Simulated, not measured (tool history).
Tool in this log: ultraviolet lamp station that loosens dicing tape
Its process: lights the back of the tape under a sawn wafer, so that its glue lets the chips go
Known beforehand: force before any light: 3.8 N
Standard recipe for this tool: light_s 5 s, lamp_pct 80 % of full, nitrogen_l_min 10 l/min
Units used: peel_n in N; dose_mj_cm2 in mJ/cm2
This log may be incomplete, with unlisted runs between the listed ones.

| run | hour | light_s | lamp_pct | nitrogen_l_min | peel_n | dose_mj_cm2 |
|---|---|---|---|---|---|---|
| 1 | 0 | 5 | 80 | 10 | 0.518 | 189 |
| 2 | 13.1 | 5 | 80 | 10 | 0.523 | 188 |
| 3 | 28.6 | 5 | 80 | 10 | 0.52 | 187 |
| 4 | 49.1 | 5 | 80 | 10 | 0.543 | 186 |
| 5 | 63.4 | 5 | 80 | 10 | 0.547 | 186 |
| 6 | 77.7 | 5 | 80 | 10 | 0.533 | 178 |
| 7 | 89 | 5 | 100 | 6 | 0.5 | 230 |
| 8 | 108.7 | 5 | 100 | 6 | 0.529 | 226 |
| 9 | 124.3 | 3 | 80 | 4 | 1.628 | 111 |
| 10 | 141.4 | 2 | 80 | 4 | 2.184 | 74 |
| 11 | 152.6 | 8 | 89 | 6 | 0.258 | 322 |

How would selected steps in peel_n from run to run divide? Give the signed amount a tool lacking its hidden state would still show from settings, what came in and random variation, and the signed amount left for the hidden state, including any gauge scatter that is not in both of the compared results.
Unlogged tool condition in this case: lamp's light, % of a new lamp's; light that the window lets through, % of a clean one's; drift of the gauge itself on peel_n, %; drift of the gauge itself on dose_mj_cm2, %.
Run 10 -> 11: light_s 2 -> 8, lamp_pct 80 -> 89, nitrogen_l_min 4 -> 6. peel_n -1.926 N: hidden state -0.146, all else -1.78.
